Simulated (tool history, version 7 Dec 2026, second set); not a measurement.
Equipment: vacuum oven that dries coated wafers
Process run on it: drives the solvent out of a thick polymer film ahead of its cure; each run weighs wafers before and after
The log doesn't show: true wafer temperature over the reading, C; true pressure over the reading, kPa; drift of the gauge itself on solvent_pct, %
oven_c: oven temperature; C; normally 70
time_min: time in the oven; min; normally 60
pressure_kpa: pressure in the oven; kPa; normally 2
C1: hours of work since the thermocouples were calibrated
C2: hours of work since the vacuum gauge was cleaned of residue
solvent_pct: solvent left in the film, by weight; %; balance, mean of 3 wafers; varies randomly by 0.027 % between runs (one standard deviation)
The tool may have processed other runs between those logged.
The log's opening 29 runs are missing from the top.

Run 30, hour 742: usual settings but time_min 44 min, pressure_kpa 1.11 kPa; C1 813; C2 399. Result: solvent_pct 1.65 %.
Run 31, hour 758.7: usual settings but time_min 44 min, pressure_kpa 1.11 kPa; C1 821; C2 407. Result: solvent_pct 1.59 %.
Run 32, hour 777.9: usual settings but time_min 44 min, pressure_kpa 1.11 kPa; C1 830; C2 417. Result: solvent_pct 1.57 %.
Run 33, hour 795.9: usual settings but time_min 44 min, pressure_kpa 1.11 kPa; C1 839; C2 425. Result: solvent_pct 1.59 %.
Run 34, hour 824.4: usual settings but time_min 85 min, pressure_kpa 1.67 kPa; C1 853; C2 439. Result: solvent_pct 0.82 %.
Run 35, hour 838.8: usual settings but time_min 85 min, pressure_kpa 1.67 kPa; C1 860; C2 446. Result: solvent_pct 0.74 %.
Run 36, hour 865.4: usual settings but oven_c 77 C, time_min 51 min; C1 873; C2 459. Result: solvent_pct 0.88 %.
Run 37, hour 885.2: usual settings but oven_c 64 C, time_min 50 min; C1 883; C2 469. Result: solvent_pct 2.75 %.
Run 38, hour 920.5: usual settings but oven_c 68 C, time_min 99 min, pressure_kpa 1.01 kPa; C1 900; C2 486. Result: solvent_pct 0.59 %.

Expected results for the next run?
Run 39, hour 953.9: usual settings but oven_c 83 C, pressure_kpa 3.85 kPa; C1 916; C2 503. Result: solvent_pct ?.

solvent_pct: 0.92 %
On a tool with no hidden condition, and with the same random variation, this run would have come out at solvent_pct 0.92 %.

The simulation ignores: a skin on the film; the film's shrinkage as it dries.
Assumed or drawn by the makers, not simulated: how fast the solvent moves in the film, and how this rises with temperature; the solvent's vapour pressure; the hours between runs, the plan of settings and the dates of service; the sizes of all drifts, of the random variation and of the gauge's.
